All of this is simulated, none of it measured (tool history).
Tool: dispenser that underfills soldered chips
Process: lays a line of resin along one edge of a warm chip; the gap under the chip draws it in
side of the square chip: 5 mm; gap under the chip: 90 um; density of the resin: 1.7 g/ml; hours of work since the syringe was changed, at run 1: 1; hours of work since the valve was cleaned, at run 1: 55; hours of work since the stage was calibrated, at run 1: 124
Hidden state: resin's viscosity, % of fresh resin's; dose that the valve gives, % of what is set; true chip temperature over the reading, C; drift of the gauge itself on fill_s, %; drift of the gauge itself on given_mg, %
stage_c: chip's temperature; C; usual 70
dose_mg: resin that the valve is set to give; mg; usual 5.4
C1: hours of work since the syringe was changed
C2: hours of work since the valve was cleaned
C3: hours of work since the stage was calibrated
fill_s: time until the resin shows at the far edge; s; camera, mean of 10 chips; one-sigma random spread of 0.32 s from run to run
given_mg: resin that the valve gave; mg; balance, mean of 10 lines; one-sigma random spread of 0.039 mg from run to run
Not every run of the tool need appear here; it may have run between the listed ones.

{"run": 1, "hour": 0.0, "stage_c": 70, "dose_mg": 5.4, "C1": 1, "C2": 55, "C3": 124, "fill_s": 10.4, "given_mg": 5.13}
{"hour": 6.8, "done": "new syringe of resin"}
{"run": 2, "hour": 8.7, "stage_c": 70, "dose_mg": 5.4, "C1": 1, "C2": 60, "C3": 130, "fill_s": 10.9, "given_mg": 5.08}
{"hour": 14.9, "done": "new syringe of resin"}
{"run": 3, "hour": 18.2, "stage_c": 70, "dose_mg": 5.4, "C1": 2, "C2": 67, "C3": 136, "fill_s": 12.1, "given_mg": 5.15}
{"hour": 23.6, "done": "new syringe of resin"}
{"run": 4, "hour": 28.4, "stage_c": 70, "dose_mg": 5.4, "C1": 3, "C2": 73, "C3": 143, "fill_s": 12, "given_mg": 5.02}
{"hour": 31.8, "done": "new syringe of resin"}
{"run": 5, "hour": 36.5, "stage_c": 63, "dose_mg": 5.4, "C1": 3, "C2": 79, "C3": 148, "fill_s": 17.6, "given_mg": 5.08}
{"hour": 40.3, "done": "new syringe of resin"}
{"run": 6, "hour": 42.7, "stage_c": 70, "dose_mg": 6.16, "C1": 2, "C2": 83, "C3": 152, "fill_s": 11.4, "given_mg": 5.69}
{"hour": 48.6, "done": "new syringe of resin"}
{"run": 7, "hour": 52.0, "stage_c": 70, "dose_mg": 5.4, "C1": 2, "C2": 89, "C3": 158, "fill_s": 11.3, "given_mg": 4.97}
{"hour": 56.6, "done": "new syringe of resin"}
{"run": 8, "hour": 57.8, "stage_c": 70, "dose_mg": 5.15, "C1": 1, "C2": 93, "C3": 162, "fill_s": 10.5, "given_mg": 4.67}
{"hour": 64.9, "done": "new syringe of resin"}
{"run": 9, "hour": 66.6, "stage_c": 70, "dose_mg": 5.15, "C1": 1, "C2": 98, "C3": 168, "fill_s": 10.1, "given_mg": 4.69}
{"hour": 73.5, "done": "new syringe of resin"}
{"run": 10, "hour": 76.1, "stage_c": 67, "dose_mg": 5.4, "C1": 2, "C2": 105, "C3": 174, "fill_s": 12.6, "given_mg": 4.95}
{"hour": 82.0, "done": "new syringe of resin"}
{"run": 11, "hour": 85.3, "stage_c": 81, "dose_mg": 5.4, "C1": 2, "C2": 111, "C3": 180, "fill_s": 7.2, "given_mg": 4.86}
{"hour": 90.6, "done": "new syringe of resin"}
{"run": 12, "hour": 94.3, "stage_c": 81, "dose_mg": 5.4, "C1": 3, "C2": 117, "C3": 186, "fill_s": 7.1, "given_mg": 4.8}
{"hour": 98.8, "done": "new syringe of resin"}
{"run": 13, "hour": 103.9, "stage_c": 70, "dose_mg": 5.42, "C1": 3, "C2": 123, "C3": 192, "fill_s": 11.8, "given_mg": 4.86}
{"hour": 107.7, "done": "new syringe of resin"}
{"run": 14, "hour": 111.0, "stage_c": 70, "dose_mg": 5.33, "C1": 2, "C2": 128, "C3": 197, "fill_s": 11.6, "given_mg": 4.7}
{"hour": 116.2, "done": "new syringe of resin"}
{"run": 15, "hour": 116.5, "stage_c": 70, "dose_mg": 5.33, "C1": 0, "C2": 131, "C3": 201, "fill_s": 10.7, "given_mg": 4.67}
{"hour": 124.8, "done": "dispensing valve cleaned and set on the balance"}
{"hour": 125.8, "done": "new syringe of resin"}
{"run": 16, "hour": 126.7, "stage_c": 70, "dose_mg": 5.99, "C1": 1, "C2": 1, "C3": 207, "fill_s": 10.4, "given_mg": 5.98}
{"hour": 134.3, "done": "new syringe of resin"}
{"run": 17, "hour": 134.4, "stage_c": 70, "dose_mg": 5.99, "C1": 0, "C2": 6, "C3": 212, "fill_s": 9.6, "given_mg": 5.98}
{"hour": 142.5, "done": "new syringe of resin"}
{"run": 18, "hour": 142.5, "stage_c": 70, "dose_mg": 4.89, "C1": 0, "C2": 11, "C3": 217, "fill_s": 10.1, "given_mg": 4.87}
{"hour": 150.8, "done": "new syringe of resin"}
{"run": 19, "hour": 151.6, "stage_c": 70, "dose_mg": 4.89, "C1": 1, "C2": 17, "C3": 223, "fill_s": 10.5, "given_mg": 4.85}
{"hour": 158.8, "done": "new syringe of resin"}
{"run": 20, "hour": 161.8, "stage_c": 59, "dose_mg": 5.85, "C1": 2, "C2": 24, "C3": 230, "fill_s": 18.8, "given_mg": 5.71}
{"hour": 166.9, "done": "new syringe of resin"}
{"run": 21, "hour": 167.9, "stage_c": 79, "dose_mg": 5.35, "C1": 1, "C2": 28, "C3": 234, "fill_s": 6.2, "given_mg": 5.23}
{"hour": 175.6, "done": "new syringe of resin"}
{"run": 22, "hour": 175.8, "stage_c": 79, "dose_mg": 5.35, "C1": 0, "C2": 33, "C3": 239, "fill_s": 6.6, "given_mg": 5.12}
{"run": 23, "hour": 180.6, "stage_c": 85, "dose_mg": 4.96, "C1": 3, "C2": 37, "C3": 242, "fill_s": 6.5, "given_mg": 4.84}
{"hour": 184.0, "done": "new syringe of resin"}
{"run": 24, "hour": 190.9, "stage_c": 81, "dose_mg": 5.09, "C1": 5, "C2": 43, "C3": 249, "fill_s": 7.6, "given_mg": 4.9}
{"hour": 192.0, "done": "new syringe of resin"}
{"run": 25, "hour": 195.8, "stage_c": 63, "dose_mg": 6.63, "C1": 3, "C2": 47, "C3": 252, "fill_s": 15.1, "given_mg": 6.37}
{"hour": 200.4, "done": "new syringe of resin"}
{"run": 26, "hour": 205.3, "stage_c": 70, "dose_mg": 6.76, "C1": 3, "C2": 53, "C3": 258, "fill_s": 10.9, "given_mg": 6.42}
{"hour": 208.8, "done": "new syringe of resin"}
{"run": 27, "hour": 213.1, "stage_c": 79, "dose_mg": 5.65, "C1": 3, "C2": 58, "C3": 264, "fill_s": 7.9, "given_mg": 5.4}
{"hour": 217.0, "done": "new syringe of resin"}
{"run": 28, "hour": 223.4, "stage_c": 58, "dose_mg": 6.53, "C1": 4, "C2": 65, "C3": 270, "fill_s": 20.9, "given_mg": 6.17}
{"hour": 225.2, "done": "new syringe of resin"}
{"run": 29, "hour": 231.3, "stage_c": 58, "dose_mg": 6.53, "C1": 4, "C2": 70, "C3": 275, "fill_s": 20.9, "given_mg": 6.08}
{"hour": 233.5, "done": "new syringe of resin"}
{"hour": 241.8, "done": "new syringe of resin"}
{"run": 30, "hour": 241.8, "stage_c": 58, "dose_mg": 6.53, "C1": 0, "C2": 77, "C3": 282, "fill_s": 16.5, "given_mg": 6.17}
{"run": 31, "hour": 248.9, "stage_c": 80, "dose_mg": 5.1, "C1": 5, "C2": 82, "C3": 287, "fill_s": 8.2, "given_mg": 4.76}
{"hour": 250.1, "done": "new syringe of resin"}
{"run": 32, "hour": 254.5, "stage_c": 57, "dose_mg": 6.18, "C1": 3, "C2": 85, "C3": 291, "fill_s": 20.7, "given_mg": 5.76}
{"hour": 258.6, "done": "new syringe of resin"}
{"run": 33, "hour": 260.6, "stage_c": 57, "dose_mg": 6.18, "C1": 1, "C2": 89, "C3": 295, "fill_s": 18.9, "given_mg": 5.65}
{"run": 34, "hour": 266.0, "stage_c": 77, "dose_mg": 5.49, "C1": 5, "C2": 93, "C3": 298, "fill_s": 10, "given_mg": 5.09}
{"hour": 266.9, "done": "new syringe of resin"}
{"run": 35, "hour": 273.5, "stage_c": 65, "dose_mg": 4.77, "C1": 5, "C2": 98, "C3": 303, "fill_s": 16.6, "given_mg": 4.44}

What if the next run were any one of these 3? Each begins from the tool's condition after run 35:
{"hour": 275.6, "done": "new syringe of resin"}
{"run": "A", "hour": 279.6, "stage_c": 79, "dose_mg": 4.77, "C1": 3, "C2": 102, "C3": 307, "fill_s": "?", "given_mg": "?"}
{"hour": 275.6, "done": "new syringe of resin"}
{"run": "B", "hour": 279.6, "stage_c": 78, "dose_mg": 6.44, "C1": 3, "C2": 102, "C3": 307, "fill_s": "?", "given_mg": "?"}
{"hour": 275.6, "done": "new syringe of resin"}
{"run": "C", "hour": 279.6, "stage_c": 82, "dose_mg": 6.35, "C1": 3, "C2": 102, "C3": 307, "fill_s": "?", "given_mg": "?"}

run=A fill_s=7.8 given_mg=4.38
run=B fill_s=7.5 given_mg=5.89
run=C fill_s=6.2 given_mg=5.83
Without the tool's hidden state the same runs would have given:
run=A fill_s=7.2 given_mg=4.79
run=B fill_s=7.1 given_mg=6.46
run=C fill_s=5.8 given_mg=6.38

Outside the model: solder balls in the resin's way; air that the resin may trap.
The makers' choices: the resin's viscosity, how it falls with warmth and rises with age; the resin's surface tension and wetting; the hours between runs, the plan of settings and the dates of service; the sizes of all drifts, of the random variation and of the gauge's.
